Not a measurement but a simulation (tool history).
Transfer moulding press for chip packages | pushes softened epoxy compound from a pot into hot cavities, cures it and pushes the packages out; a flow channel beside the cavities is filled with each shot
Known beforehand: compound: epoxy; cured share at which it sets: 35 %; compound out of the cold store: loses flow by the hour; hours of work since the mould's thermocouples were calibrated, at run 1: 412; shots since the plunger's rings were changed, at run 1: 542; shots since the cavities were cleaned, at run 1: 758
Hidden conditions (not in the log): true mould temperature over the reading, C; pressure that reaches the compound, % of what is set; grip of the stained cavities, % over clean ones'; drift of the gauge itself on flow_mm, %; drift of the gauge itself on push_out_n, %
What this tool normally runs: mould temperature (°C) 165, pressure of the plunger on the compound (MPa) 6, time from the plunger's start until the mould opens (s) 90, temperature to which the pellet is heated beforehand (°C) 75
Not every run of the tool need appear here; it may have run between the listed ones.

run   hour  mould temperature (°C)  pressure of the plunger on the compound (MPa)  time from the plunger's start until the mould opens (s)  temperature to which the pellet is heated beforehand (°C)  hours of work since the mould's thermocouples were calibrated  shots since the plunger's rings were changed  shots since the cavities were cleaned  incoming compound's hours out of the cold store  length that the compound runs in the flow channel (mm)  greatest force on the pins that push the packages out (N)
  1      0                     165                                              6                                                       90                                                         75                                                            412                                           542                                    758                                             42.2                                                     509                                                        656
       9.6  -- cavities cleaned with cleaning compound and waxed
        16  -- mould's thermocouples calibrated
  2   25.7                     165                                              6                                                       90                                                         75                                                              7                                           849                                    195                                             29.5                                                     524                                                        533
  3   39.3                     168                                              6                                                       90                                                         75                                                             18                                          1036                                    382                                             15.8                                                     533                                                        525
  4   50.3                     168                                              6                                                       90                                                         75                                                             26                                          1189                                    535                                             41.7                                                     498                                                        529
  5   69.5                     159                                              6                                                       90                                                         75                                                             41                                          1454                                    800                                             31.4                                                     526                                                       1006
      77.5  -- cavities cleaned with cleaning compound and waxed
  6   85.1                     159                                           4.96                                                       90                                                         75                                                             52                                          1649                                    105                                             44.3                                                     465                                                        724
  7  110.2                     159                                           4.96                                                       90                                                         75                                                             71                                          1995                                    451                                               25                                                     484                                                        932
  8  125.9                     159                                           4.96                                                       90                                                         75                                                             83                                          2213                                    669                                             17.5                                                     497                                                       1021
     142.9  -- cavities cleaned with cleaning compound and waxed
  9  144.8                     166                                              6                                                       90                                                         75                                                             96                                          2453                                     27                                             28.1                                                     516                                                        422
 10  167.1                     165                                              6                                                       90                                                         75                                                            113                                          2761                                    335                                             23.3                                                     521                                                        571
 11    179                     165                                              6                                                       90                                                         75                                                            122                                          2926                                    500                                             25.6                                                     521                                                        605
 12  191.5                     165                                              6                                                       90                                                         75                                                            131                                          3098                                    672                                             39.2                                                     500                                                        640
     207.4  -- cavities cleaned with cleaning compound and waxed
 13  214.2                     165                                              6                                                       90                                                         75                                                            147                                          3391                                     95                                             32.7                                                     508                                                        483
     235.3  -- plunger's sealing rings changed
 14  243.5                     165                                           4.84                                                       90                                                         75                                                            168                                           112                                    464                                             35.6                                                     464                                                        624
 15  261.5                     165                                           4.84                                                       90                                                         75                                                            182                                           361                                    713                                             46.5                                                     451                                                        657
     275.9  -- cavities cleaned with cleaning compound and waxed
 16  277.6                     165                                           4.93                                                      105                                                         75                                                            193                                           563                                     23                                             25.3                                                     482                                                        385
 17  298.7                     173                                           4.93                                                       94                                                         81                                                            209                                           854                                    314                                              9.9                                                     487                                                        432
 18  319.6                     159                                           5.37                                                      100                                                         75                                                            225                                          1143                                    603                                             10.9                                                     526                                                        816
     340.8  -- cavities cleaned with cleaning compound and waxed
 19  341.7                     166                                           5.37                                                      100                                                         75                                                            240                                          1428                                     12                                               26                                                     497                                                        366
 20  361.5                     166                                            7.2                                                       77                                                         83                                                            255                                          1701                                    285                                             46.8                                                     547                                                        686
 21  384.9                     165                                           4.65                                                       90                                                         70                                                            273                                          2024                                    608                                             28.1                                                     457                                                        667
 22  397.5                     165                                           4.65                                                       90                                                         70                                                            283                                          2199                                    783                                               46                                                     440                                                        670
     405.3  -- cavities cleaned with cleaning compound and waxed
 23  422.7                     173                                           4.65                                                      117                                                         70                                                            301                                          2527                                    241                                             14.4                                                     461                                                        399
 24  449.6                     166                                           7.27                                                      117                                                         70                                                            321                                          2897                                    611                                             13.9                                                     586                                                        493
     470.7  -- cavities cleaned with cleaning compound and waxed
 25  477.9                     166                                           7.27                                                      117                                                         70                                                            342                                          3268                                     99                                             19.1                                                     580                                                        373
 26  500.5                     165                                           6.26                                                       90                                                         81                                                            359                                          3581                                    412                                             39.2                                                     512                                                        592
     505.7  -- plunger's sealing rings changed
 27  518.5                     164                                           4.62                                                       81                                                         72                                                            371                                           177                                    626                                             29.9                                                     466                                                        895
 28  531.1                     163                                           4.62                                                       81                                                         72                                                            380                                           350                                    799                                             37.8                                                     454                                                       1074
     538.5  -- cavities cleaned with cleaning compound and waxed
 29  547.3                     163                                           4.62                                                       81                                                         72                                                            392                                           554                                    122                                             24.8                                                     469                                                        713

Consider 3 possible next runs. They are alternatives, not a sequence: every one starts from the tool as it was left by run 29. What does each give?
  A  570.1                     169                                            5.1                                                       90                                                         77                                                            409                                           869                                    437                                             41.9                                                       ?                                                          ?
  B  570.1                     165                                            5.9                                                       81                                                         83                                                            409                                           869                                    437                                             26.7                                                       ?                                                          ?
  C  570.1                     165                                              6                                                       90                                                         74                                                            409                                           869                                    437                                             34.4                                                       ?                                                          ?

run  length that the compound runs in the flow channel (mm)  greatest force on the pins that push the packages out (N)
  A                                                     464                                                        501
  B                                                     520                                                        730
  C                                                     517                                                        596
Without the tool's hidden state the same runs would have given:
run  length that the compound runs in the flow channel (mm)  greatest force on the pins that push the packages out (N)
  A                                                     467                                                        355
  B                                                     523                                                        501
  C                                                     520                                                        413

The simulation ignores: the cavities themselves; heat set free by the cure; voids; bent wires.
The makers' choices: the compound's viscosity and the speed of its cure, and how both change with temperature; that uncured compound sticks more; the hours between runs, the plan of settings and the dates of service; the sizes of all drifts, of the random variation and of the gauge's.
